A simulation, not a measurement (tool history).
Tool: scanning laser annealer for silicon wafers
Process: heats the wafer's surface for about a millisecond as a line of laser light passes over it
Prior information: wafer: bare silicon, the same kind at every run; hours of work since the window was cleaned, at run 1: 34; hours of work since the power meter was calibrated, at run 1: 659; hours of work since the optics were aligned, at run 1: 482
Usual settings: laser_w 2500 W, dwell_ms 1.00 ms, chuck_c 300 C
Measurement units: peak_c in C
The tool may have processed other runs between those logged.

run,hour,laser_w,dwell_ms,chuck_c,hours of work since the window was cleaned,hours of work since the power meter was calibrated,hours of work since the optics were aligned,peak_c
1,0.0,2500,1.00,300,34,659,482,1104
2,45.0,2500,1.00,333,60,684,508,1131
3,66.9,2500,1.00,300,72,697,520,1097
4,111.3,2315,1.00,300,98,722,546,1022
5,154.5,2500,0.70,300,123,747,571,966
6,189.3,2500,0.70,300,143,767,591,964
7,228.7,2500,1.00,300,165,790,613,1090
8,276.1,2500,1.00,260,192,817,640,1045
9,306.6,2500,1.00,260,210,834,658,1042
10,350.6,2500,1.00,300,235,860,683,1080
11,398.3,2500,1.00,300,262,887,710,1078
12,437.5,2500,1.00,300,285,909,733,1071
13,477.0,2500,0.97,300,308,932,756,1056
14,517.7,2500,1.00,300,331,955,779,1066
15,564.5,2500,1.00,300,358,982,806,1062
16,605.4,2500,1.00,300,381,1006,829,1060
17,652.8,2500,1.05,300,408,1033,856,1078
18,701.4,2500,1.00,264,436,1061,884,1019
19,744.3,2500,1.00,300,461,1085,909,1051
20,765.5,2500,1.00,300,473,1097,921,1051
21,806.9,2500,1.00,300,497,1121,945,1043
22,843.9,2500,1.00,300,518,1142,966,1046
# hour 875.0: window over the wafer cleaned
23,875.0,2500,1.00,300,0,1159,983,1099
24,923.5,2500,1.00,311,28,1187,1010,1103
25,962.8,2428,1.11,311,50,1209,1033,1112
26,1000.8,2500,1.04,300,72,1231,1055,1105
27,1023.6,2190,0.88,320,85,1244,1068,946
28,1061.7,2468,0.75,309,107,1266,1090,978
29,1108.8,2385,0.84,282,134,1293,1117,956
# hour 1134.9: optics aligned, line set to its width
30,1140.5,2234,0.88,311,149,1308,3,953
31,1161.8,2355,1.00,304,162,1320,15,1035
32,1181.7,2355,1.00,304,173,1332,27,1031
33,1209.7,2474,0.83,291,189,1348,43,997
34,1250.6,2474,0.83,291,212,1371,66,992
35,1281.9,2149,1.03,282,230,1389,84,933
36,1313.0,2560,0.71,300,248,1407,102,977
37,1347.2,2727,1.07,325,268,1427,122,1215
38,1394.5,2727,1.07,269,295,1454,149,1155
39,1441.4,2205,0.88,274,322,1481,176,890
40,1486.1,2552,0.87,310,347,1506,201,1041
41,1520.7,2200,1.11,329,367,1526,221,1007

Forecast each of these 3 alternatives for the next run:
A,1556.1,2419,1.11,270,388,1547,241,?
B,1556.1,2500,1.00,271,388,1547,241,?
C,1556.1,2315,1.07,277,388,1547,241,?

run,peak_c
A,1034
B,1033
C,988
What these runs would have given with no unlogged condition in the tool:
run,peak_c
A,1094
B,1092
C,1044
